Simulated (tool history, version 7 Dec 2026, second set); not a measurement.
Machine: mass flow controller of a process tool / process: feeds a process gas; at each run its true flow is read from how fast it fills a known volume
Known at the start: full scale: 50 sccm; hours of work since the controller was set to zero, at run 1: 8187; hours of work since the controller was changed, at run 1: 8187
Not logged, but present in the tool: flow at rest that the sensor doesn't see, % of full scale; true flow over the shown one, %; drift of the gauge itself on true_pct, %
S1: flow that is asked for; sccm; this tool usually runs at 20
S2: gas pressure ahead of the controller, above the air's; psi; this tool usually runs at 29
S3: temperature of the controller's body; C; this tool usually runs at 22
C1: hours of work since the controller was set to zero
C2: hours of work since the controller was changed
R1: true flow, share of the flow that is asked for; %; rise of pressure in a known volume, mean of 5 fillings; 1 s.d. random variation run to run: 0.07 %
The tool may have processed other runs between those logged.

run	hour	S1	S2	S3	C1	C2	R1
1	0	20	29	22	8187	8187	98.67
2	283.1	20	29	22	8398	8398	98.72
# hour 305.2: controller's zero set anew
3	629.2	20	24.7	22	242	8656	98.92
4	791	20	24.7	22	363	8777	98.85
5	1078.3	20	24.7	22	577	8991	98.76
6	1357.8	20	29	31	786	9200	98.05
7	1657	20	29	22	1009	9423	98.58
8	1944.7	20	29	22	1224	9638	98.66
9	2280.4	20	29	22	1474	9888	98.66
10	2445.1	20	29	22	1597	10011	98.67
11	2815.1	20	35.7	22	1873	10287	98.43
12	2981.4	27	36.8	22	1997	10411	98.72
13	3289.6	48	40.2	24	2227	10641	99.73
14	3482.4	48	26.8	26	2371	10785	99.83
15	3778.1	37	26.8	31	2592	11006	98.87
16	4073.6	17	29.4	31	2812	11226	97.92
# hour 4319.6: controller exchanged for a calibrated one
17	4360.5	29	26.1	38	31	31	97.94
18	4544.2	10	29.2	22	168	168	98.15
19	4811.4	9	29.2	32	367	367	97.2
20	5126	38	29	34	602	602	98.69
21	5323.7	20	29	25	749	749	98.39
22	5599.6	10	29	22	955	955	98.23

Consider 3 possible next runs. They are alternatives, not a sequence: every one starts from the tool as it was left by run 22. What does each give?
A	5829.1	11	29	22	1127	1127	?
B	5829.1	22	36.8	22	1127	1127	?
C	5829.1	20	29	31	1127	1127	?

run	R1
A	98.16
B	98.55
C	97.89
Take away the tool's hidden state, keep each run's random variation, and the runs would have read:
run	R1
A	98.16
B	98.55
C	97.89
